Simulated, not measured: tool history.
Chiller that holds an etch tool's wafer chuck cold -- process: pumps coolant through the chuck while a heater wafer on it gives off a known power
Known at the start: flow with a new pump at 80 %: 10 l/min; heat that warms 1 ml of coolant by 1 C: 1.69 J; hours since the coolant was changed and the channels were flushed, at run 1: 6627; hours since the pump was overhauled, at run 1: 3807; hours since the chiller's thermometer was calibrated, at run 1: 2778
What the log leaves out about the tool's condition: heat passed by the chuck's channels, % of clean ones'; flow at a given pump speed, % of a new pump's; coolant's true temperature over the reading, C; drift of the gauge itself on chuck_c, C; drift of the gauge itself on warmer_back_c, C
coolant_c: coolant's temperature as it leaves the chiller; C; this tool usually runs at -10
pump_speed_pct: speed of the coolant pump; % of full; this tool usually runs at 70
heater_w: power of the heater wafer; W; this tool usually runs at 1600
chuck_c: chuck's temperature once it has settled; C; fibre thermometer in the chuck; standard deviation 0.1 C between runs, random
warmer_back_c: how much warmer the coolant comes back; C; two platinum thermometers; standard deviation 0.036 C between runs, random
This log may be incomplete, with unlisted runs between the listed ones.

| run | hour | coolant_c | pump_speed_pct | heater_w | hours since the coolant was changed and the channels were flushed | hours since the pump was overhauled | hours since the chiller's thermometer was calibrated | chuck_c | warmer_back_c |
|---|---|---|---|---|---|---|---|---|---|
| 1 | 0.0 | -10 | 70 | 1600 | 6627 | 3807 | 2778 | 10.4 | 6.44 |
| 2 | 123.9 | -10 | 70 | 1600 | 6751 | 3931 | 2902 | 10.3 | 6.51 |
| 3 | 221.0 | -10 | 70 | 1600 | 6848 | 4028 | 2999 | 10.2 | 6.48 |
| 4 | 319.8 | -10 | 70 | 1600 | 6947 | 4127 | 3098 | 10.3 | 6.51 |
| 5 | 401.8 | -10 | 70 | 1600 | 7029 | 4209 | 3180 | 10.2 | 6.41 |
| 6 | 492.5 | -10 | 70 | 1600 | 7120 | 4299 | 3271 | 10.3 | 6.54 |
| 7 | 555.5 | -10 | 70 | 1600 | 7183 | 4362 | 3334 | 10.3 | 6.55 |
| 8 | 625.6 | -10 | 70 | 1600 | 7253 | 4433 | 3404 | 10.3 | 6.52 |
| 9 | 726.1 | -11 | 70 | 1600 | 7353 | 4533 | 3504 | 9.3 | 6.49 |
| 10 | 808.3 | -11 | 70 | 1600 | 7436 | 4615 | 3587 | 9.4 | 6.54 |
| 11 | 869.5 | -11 | 70 | 1600 | 7497 | 4676 | 3648 | 9.4 | 6.51 |
| 12 | 942.6 | -11 | 96 | 1600 | 7570 | 4749 | 3721 | 4.2 | 4.74 |
| 13 | 1004.3 | -10 | 70 | 1600 | 7632 | 4811 | 3783 | 10.2 | 6.49 |
| 14 | 1076.5 | -10 | 83 | 1600 | 7704 | 4883 | 3855 | 7.4 | 5.54 |
| 15 | 1185.1 | -10 | 83 | 1600 | 7812 | 4992 | 3963 | 7.5 | 5.44 |
| 16 | 1280.4 | -10 | 70 | 1600 | 7908 | 5087 | 4059 | 10.2 | 6.45 |
| 17 | 1370.0 | -13 | 94 | 1627 | 7997 | 5177 | 4148 | 2.6 | 4.91 |
| 18 | 1480.7 | -9 | 91 | 810 | 8108 | 5288 | 4259 | -0.9 | 2.49 |
|  | 1506.8 | chiller's thermometer calibrated |
| 19 | 1547.2 | -13 | 70 | 2056 | 8173 | 5353 | 40 | 13.1 | 8.39 |

Run 20, settings as shown, results not yet in. Your forecast:
| 20 | 1660.9 | -10 | 85 | 1600 | 8287 | 5467 | 154 | ? | ? |

For run 20 the tool returned chuck_c 6.9 C, warmer_back_c 5.38 C.
With the hidden condition absent and the run-to-run variation left alone, this run would have shown chuck_c 6.9 C, warmer_back_c 5.38 C.

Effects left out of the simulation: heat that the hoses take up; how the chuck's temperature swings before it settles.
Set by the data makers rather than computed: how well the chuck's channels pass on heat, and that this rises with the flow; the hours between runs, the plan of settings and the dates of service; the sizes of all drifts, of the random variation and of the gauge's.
